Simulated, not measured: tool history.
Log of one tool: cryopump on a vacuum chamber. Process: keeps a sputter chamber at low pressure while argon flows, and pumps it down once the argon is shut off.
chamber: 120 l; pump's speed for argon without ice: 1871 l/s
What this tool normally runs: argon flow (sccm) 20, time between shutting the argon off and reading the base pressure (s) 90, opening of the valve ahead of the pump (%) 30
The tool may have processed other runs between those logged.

| run | hour | argon flow (sccm) | time between shutting the argon off and reading the base pressure (s) | opening of the valve ahead of the pump (%) | pressure while argon flows (Pa) | pressure after the wait (uPa) |
|---|---|---|---|---|---|---|
| 1 | 0.0 | 20 | 90 | 30 | 0.0635 | 2.30 |
| 2 | 47.5 | 20 | 24 | 30 | 0.0645 | 4.32 |
| 3 | 98.0 | 20 | 90 | 30 | 0.0644 | 2.40 |
| 4 | 156.4 | 20 | 90 | 30 | 0.0659 | 2.37 |
| 5 | 198.8 | 20 | 90 | 30 | 0.0671 | 2.45 |
| 6 | 269.0 | 20 | 90 | 30 | 0.0682 | 2.59 |
| 7 | 317.4 | 20 | 47 | 30 | 0.0678 | 3.32 |
| 8 | 353.9 | 20 | 47 | 30 | 0.0686 | 3.32 |
| 9 | 405.9 | 33 | 90 | 30 | 0.1137 | 2.76 |
| 10 | 435.9 | 33 | 90 | 30 | 0.1149 | 2.83 |
| 11 | 487.1 | 33 | 90 | 30 | 0.1154 | 2.94 |
|  | 496.9 | pump warmed up, emptied and cooled again |
| 12 | 533.7 | 33 | 90 | 30 | 0.1005 | 2.25 |
| 13 | 587.6 | 20 | 90 | 30 | 0.0609 | 2.21 |
| 14 | 652.0 | 11 | 90 | 30 | 0.0339 | 2.31 |
| 15 | 683.2 | 9 | 23 | 18 | 0.0459 | 4.38 |
| 16 | 720.2 | 16 | 42 | 20 | 0.0747 | 3.17 |
| 17 | 768.0 | 31 | 90 | 18 | 0.1579 | 2.39 |
| 18 | 816.9 | 31 | 90 | 43 | 0.0695 | 2.43 |
| 19 | 847.8 | 31 | 90 | 43 | 0.0695 | 2.50 |
| 20 | 900.9 | 18 | 115 | 60 | 0.0304 | 2.36 |
| 21 | 938.4 | 12 | 90 | 35 | 0.0331 | 2.62 |
| 22 | 973.5 | 23 | 30 | 22 | 0.0998 | 4.05 |
| 23 | 1014.3 | 23 | 30 | 22 | 0.1004 | 4.14 |
| 24 | 1047.9 | 16 | 30 | 22 | 0.0697 | 4.24 |
| 25 | 1090.4 | 17 | 145 | 57 | 0.0308 | 2.56 |
| 26 | 1146.9 | 17 | 145 | 57 | 0.0315 | 2.73 |

Consider 3 possible next runs. They are alternatives, not a sequence: every one starts from the tool as it was left by run 26. What does each give?
| A | 1190.5 | 12 | 93 | 27 | ? | ? |
| B | 1190.5 | 17 | 194 | 28 | ? | ? |
| C | 1190.5 | 17 | 145 | 23 | ? | ? |

| run | pressure while argon flows (Pa) | pressure after the wait (uPa) |
|---|---|---|
| A | 0.0439 | 2.83 |
| B | 0.0598 | 2.54 |
| C | 0.0723 | 2.63 |
Without the tool's unlogged condition, the same runs would have read:
| run | pressure while argon flows (Pa) | pressure after the wait (uPa) |
|---|---|---|
| A | 0.0401 | 0.86 |
| B | 0.0544 | 0.51 |
| C | 0.0669 | 0.63 |
